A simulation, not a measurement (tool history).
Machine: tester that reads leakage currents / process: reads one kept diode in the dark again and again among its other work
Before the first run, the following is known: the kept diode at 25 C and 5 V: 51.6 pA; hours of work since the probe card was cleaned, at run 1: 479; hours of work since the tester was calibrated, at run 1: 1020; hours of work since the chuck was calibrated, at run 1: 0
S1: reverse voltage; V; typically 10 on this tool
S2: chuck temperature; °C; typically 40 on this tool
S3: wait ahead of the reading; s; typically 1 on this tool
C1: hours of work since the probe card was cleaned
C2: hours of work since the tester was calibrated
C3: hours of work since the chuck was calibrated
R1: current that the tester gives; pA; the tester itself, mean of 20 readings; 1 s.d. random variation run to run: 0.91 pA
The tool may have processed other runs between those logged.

run 1 hour=0 | S1=10 S2=40 S3=1 | C1=479 C2=1020 C3=0 | R1=307.91
run 2 hour=173.5 | S1=10 S2=40 S3=1 | C1=597 C2=1138 C3=118 | R1=311.77
run 3 hour=289.7 | S1=10 S2=40 S3=1 | C1=677 C2=1217 C3=197 | R1=315.29
run 4 hour=411.9 | S1=10 S2=40 S3=1 | C1=760 C2=1300 C3=280 | R1=321.05
run 5 hour=586.4 | S1=10 S2=40 S3=1 | C1=878 C2=1419 C3=399 | R1=324.36
run 6 hour=744.9 | S1=10 S2=40 S3=1 | C1=986 C2=1527 C3=507 | R1=331.77
run 7 hour=940.3 | S1=10 S2=40 S3=6.09 | C1=1119 C2=1660 C3=640 | R1=331.81
run 8 hour=1057.7 | S1=10 S2=40 S3=1 | C1=1199 C2=1740 C3=720 | R1=340.96
run 9 hour=1228.6 | S1=10 S2=40 S3=1 | C1=1316 C2=1856 C3=836 | R1=345.28
run 10 hour=1360.4 | S1=10 S2=40 S3=1 | C1=1405 C2=1946 C3=926 | R1=348.6
run 11 hour=1518.1 | S1=10 S2=40 S3=1 | C1=1513 C2=2053 C3=1033 | R1=353.86
run 12 hour=1704.3 | S1=10 S2=40 S3=1 | C1=1639 C2=2180 C3=1160 | R1=360.82
run 13 hour=1802 | S1=2.4 S2=40 S3=1 | C1=1706 C2=2246 C3=1226 | R1=164.36
run 14 hour=1890.4 | S1=10.2 S2=40 S3=1 | C1=1766 C2=2306 C3=1287 | R1=370.41
run 15 hour=1979.8 | S1=10.2 S2=40 S3=1 | C1=1827 C2=2367 C3=1347 | R1=372.36
run 16 hour=2151.1 | S1=16 S2=40 S3=1 | C1=1943 C2=2484 C3=1464 | R1=489.32
run 17 hour=2238.6 | S1=10 S2=40 S3=1 | C1=2003 C2=2543 C3=1524 | R1=378
run 18 hour=2353.3 | S1=10 S2=40 S3=1 | C1=2081 C2=2621 C3=1602 | R1=379.93
run 19 hour=2521.7 | S1=10 S2=31 S3=1 | C1=2196 C2=2736 C3=1716 | R1=184.41
-- hour=2612.4 tester calibrated
-- hour=2622.7 chuck's temperature calibrated
run 20 hour=2637.8 | S1=2.8 S2=31 S3=1 | C1=2272 C2=16 C3=10 | R1=94.89

Estimate the outcome of run 21 from the log above:
run 21 hour=2765.8 | S1=8.3 S2=23 S3=1.09 | C1=2359 C2=103 C3=97 | R1=?

Run 21 produced R1 94.2 pA.
Minus the tool's unlogged condition, the same run would have read R1 58.33 pA.
